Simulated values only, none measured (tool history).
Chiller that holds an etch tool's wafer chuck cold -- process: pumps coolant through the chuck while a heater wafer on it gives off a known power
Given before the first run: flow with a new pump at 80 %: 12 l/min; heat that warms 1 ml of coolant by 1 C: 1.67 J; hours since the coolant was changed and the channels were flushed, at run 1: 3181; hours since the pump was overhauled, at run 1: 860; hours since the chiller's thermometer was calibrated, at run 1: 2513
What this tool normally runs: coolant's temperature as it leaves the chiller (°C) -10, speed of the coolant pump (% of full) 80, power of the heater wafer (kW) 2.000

run,day,coolant's temperature as it leaves the chiller (°C),speed of the coolant pump (% of full),power of the heater wafer (kW),hours since the coolant was changed and the channels were flushed,hours since the pump was overhauled,hours since the chiller's thermometer was calibrated,chuck's temperature once it has settled (°C),how much warmer the coolant comes back (C)
1,0.000,-10,80,2.000,3181,860,2513,4.1,6.13
2,1.150,-10,80,2.000,3208,888,2541,4.3,6.05
3,2.188,-10,80,1.385,3233,913,2566,-0.4,4.25
4,4.050,-10,80,1.385,3278,958,2610,-0.1,4.21
5,5.371,-10,67,2.000,3310,989,2642,6.0,7.25
6,6.562,-10,67,2.000,3338,1018,2671,6.1,7.34
7,7.900,-10,67,2.000,3370,1050,2703,5.8,7.29
8,9.492,-10,67,2.000,3409,1088,2741,6.1,7.36
9,11.354,-10,67,2.000,3453,1133,2786,5.9,7.27
10,12.179,-10,67,2.000,3473,1153,2805,6.3,7.31
11,13.279,-16,80,2.000,3499,1179,2832,-1.8,6.11
12,14.154,-10,63,2.000,3520,1200,2853,6.8,7.87
13,15.200,-10,63,2.000,3546,1225,2878,6.7,7.79
14,16.967,-10,80,2.000,3588,1268,2920,4.3,6.14
15,17.867,-10,80,2.000,3610,1289,2942,4.3,6.16
16,19.704,-10,80,2.000,3654,1333,2986,4.3,6.06
17,21.488,-4,75,2.000,3696,1376,3029,11.0,6.55
# day 22.554: chiller's thermometer calibrated
18,23.400,-19,93,2.363,3741,1421,20,-3.7,6.22
19,25.004,-11,88,1.424,3780,1459,59,-1.6,4.02
20,26.433,-1,98,1.481,3814,1494,93,8.3,3.68
21,27.958,-1,61,2.131,3851,1530,130,17.3,8.63
22,29.412,-1,61,2.131,3886,1565,165,17.3,8.68
23,30.829,-8,76,1.051,3920,1599,199,-0.4,3.45
24,32.042,-11,76,1.545,3949,1628,228,0.5,5.00
25,33.496,-7,80,1.434,3984,1663,263,3.2,4.38
26,34.321,-7,80,1.434,4003,1683,282,3.2,4.40
27,36.279,-10,80,1.900,4050,1730,329,3.6,5.93
28,37.517,-8,80,1.900,4080,1760,359,5.6,5.86
29,38.704,-10,82,1.022,4109,1788,388,-2.7,3.11
30,39.712,-10,82,1.022,4133,1812,412,-2.6,3.15
31,41.650,-10,82,1.022,4179,1859,458,-2.7,3.10
32,42.621,-17,87,2.408,4203,1882,482,-0.7,6.90

What if the next run were any one of these 3? Each begins from the tool's condition after run 32:
A,43.600,-17,71,2.408,4226,1906,505,?,?
B,43.600,-10,93,2.294,4226,1906,505,?,?
C,43.600,0,80,2.000,4226,1906,505,?,?

run,chuck's temperature once it has settled (°C),how much warmer the coolant comes back (C)
A,1.8,8.50
B,5.0,6.15
C,14.4,6.21
With no hidden state in the tool, these same runs would have given:
run,chuck's temperature once it has settled (°C),how much warmer the coolant comes back (C)
A,-0.2,8.16
B,3.4,5.91
C,12.8,5.96
